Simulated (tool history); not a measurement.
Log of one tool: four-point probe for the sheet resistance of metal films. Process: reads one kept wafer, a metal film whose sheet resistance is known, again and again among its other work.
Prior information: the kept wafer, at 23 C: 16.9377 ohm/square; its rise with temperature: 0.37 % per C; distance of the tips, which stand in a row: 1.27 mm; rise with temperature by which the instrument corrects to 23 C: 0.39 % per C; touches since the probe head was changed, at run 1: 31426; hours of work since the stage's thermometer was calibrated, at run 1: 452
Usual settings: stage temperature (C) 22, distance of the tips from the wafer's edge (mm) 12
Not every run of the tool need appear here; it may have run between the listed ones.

run   hour  stage temperature (C)  distance of the tips from the wafer's edge (mm)  touches since the probe head was changed  hours of work since the stage's thermometer was calibrated  sheet resistance as the instrument gives it (ohm/square)
  1    0.0                     22                                               12                                     31426                                                         452                                                 17.047358
  2   35.5                     22                                               10                                     32991                                                         473                                                 17.096118
  3   58.0                     22                                               10                                     33981                                                         486                                                 17.087922
  4   78.8                     22                                               10                                     34895                                                         498                                                 17.093101
  5  103.6                     22                                               10                                     35985                                                         512                                                 17.083542
  6  132.0                     22                                               10                                     37235                                                         529                                                 17.086114
  7  157.1                     22                                               10                                     38340                                                         543                                                 17.082490
  8  177.4                     22                                               12                                     39235                                                         555                                                 17.037735
  9  194.5                     31                                               12                                     39990                                                         565                                                 17.004021
 10  211.5                     31                                               12                                     40735                                                         575                                                 17.002593
     214.6  -- stage's thermometer calibrated
 11  248.8                     31                                               12                                     42358                                                          20                                                 17.009934
 12  267.6                     22                                               12                                     43184                                                          31                                                 17.048949
 13  286.1                     22                                               12                                     44001                                                          42                                                 17.042420
     305.2  -- stage's thermometer calibrated, once more
 14  315.4                     22                                               11                                     45265                                                           6                                                 17.026085
 15  344.0                     22                                               12                                     46526                                                          23                                                 17.001927
 16  370.3                     22                                               12                                     47683                                                          38                                                 17.001005
 17  389.7                     22                                               12                                     48540                                                          49                                                 17.002390
 18  423.1                     22                                               12                                     50009                                                          69                                                 16.996909
 19  441.5                     22                                               12                                     50819                                                          79                                                 17.000963
 20  457.7                     28                                               25                                     51533                                                          89                                                 16.896180
 21  474.8                     30                                                7                                     52284                                                          99                                                 17.165020
 22  510.7                     19                                                5                                     53863                                                         120                                                 17.467295
 23  527.0                     19                                                5                                     54584                                                         129                                                 17.463435
 24  550.3                     29                                               59                                     55607                                                         143                                                 16.868800
 25  587.6                     35                                               43                                     57249                                                         164                                                 16.856957
 26  624.6                     35                                               41                                     58881                                                         186                                                 16.854935
 27  650.6                     35                                               11                                     60024                                                         201                                                 16.954842
 28  685.7                     32                                               11                                     61568                                                         222                                                 16.964266
 29  713.9                     35                                               56                                     62808                                                         238                                                 16.845181
 30  734.8                     27                                               13                                     63729                                                         250                                                 16.946755
 31  765.9                     27                                               13                                     65097                                                         268                                                 16.945256
 32  793.5                     20                                               12                                     66316                                                         284                                                 16.975118
 33  829.7                     27                                               15                                     67910                                                         305                                                 16.919889
 34  852.9                     28                                                8                                     68931                                                         319                                                 17.068809
 35  887.0                     25                                               28                                     70432                                                         339                                                 16.872511
 36  913.2                     22                                               53                                     71584                                                         354                                                 16.864818
 37  950.3                     22                                               53                                     73218                                                         376                                                 16.864274

Take each entry between the runs: how does the hidden state at the last listed run before it differ from the hidden state at the first listed run after it?
In the gap between runs 10 and 11: stage's thermometer calibrated (hour 214.6)
  inner tips' distance over the nominal, %: -0.138 -> -0.155; tips' flats over new ones', %: 14 -> 15; wafer's true temperature over the reading, C: 0.27 -> 0.43
  measured less the result without the state, sheet resistance as the instrument gives it (ohm/square): -0.009065 -> -0.002434
In the gap between runs 13 and 14: stage's thermometer calibrated, once more (hour 305.2)
  inner tips' distance over the nominal, %: -0.173 -> -0.187; wafer's true temperature over the reading, C: 0.44 -> -0.01
  measured less the result without the state, sheet resistance as the instrument gives it (ohm/square): -0.004323 -> -0.034856
